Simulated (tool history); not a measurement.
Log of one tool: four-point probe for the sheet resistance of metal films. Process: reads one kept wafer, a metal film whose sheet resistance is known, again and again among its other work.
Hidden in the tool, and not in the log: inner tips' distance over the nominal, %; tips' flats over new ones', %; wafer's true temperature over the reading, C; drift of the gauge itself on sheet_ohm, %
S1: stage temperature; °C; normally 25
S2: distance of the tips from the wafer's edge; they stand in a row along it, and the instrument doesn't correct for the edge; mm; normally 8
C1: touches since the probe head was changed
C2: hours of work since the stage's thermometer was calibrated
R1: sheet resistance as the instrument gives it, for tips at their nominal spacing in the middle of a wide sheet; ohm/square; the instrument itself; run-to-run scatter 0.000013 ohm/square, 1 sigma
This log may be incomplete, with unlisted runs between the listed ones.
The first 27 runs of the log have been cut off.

run,hour,S1,S2,C1,C2,R1
28,2801.3,24,23,93285,220,0.064867
29,2895.1,26,13,96973,294,0.065001
30,3023.3,26,13,102016,396,0.064986
31,3090,23,21,104639,448,0.064852
32,3181.5,19,19,108236,520,0.06481
33,3284.2,24,12,112272,601,0.064978
34,3382.2,24,12,116128,679,0.064955
35,3451,19,16,118834,733,0.064801
36,3544.8,25,16,122524,807,0.064934
37,3685,28,17,128034,918,0.065011
38,3783.6,25,8,131914,995,0.065114
39,3907.3,22,8,136777,1093,0.065042
40,3987.9,19,66,139945,1157,0.064754
41,4079.2,19,66,143537,1229,0.064771
42,4148.3,19,66,146253,1283,0.064756
43,4291.7,19,66,151892,1396,0.064741
44,4410.5,26,3,156565,1490,0.066429
45,4502.5,26,3,160182,1563,0.066456

Below are 4 alternative next runs, each starting from the tool's condition after run 45. Predict each:
A,4589.5,31,4,163604,1631,?
B,4589.5,19,3,163604,1631,?
C,4589.5,22,44,163604,1631,?
D,4589.5,19,7,163604,1631,?

run,R1
A,0.065889
B,0.066283
C,0.064841
D,0.065039
The same runs, with their run-to-run variation unchanged, on a tool lacking any hidden condition would have given:
run,R1
A,0.065835
B,0.066234
C,0.064791
D,0.064991
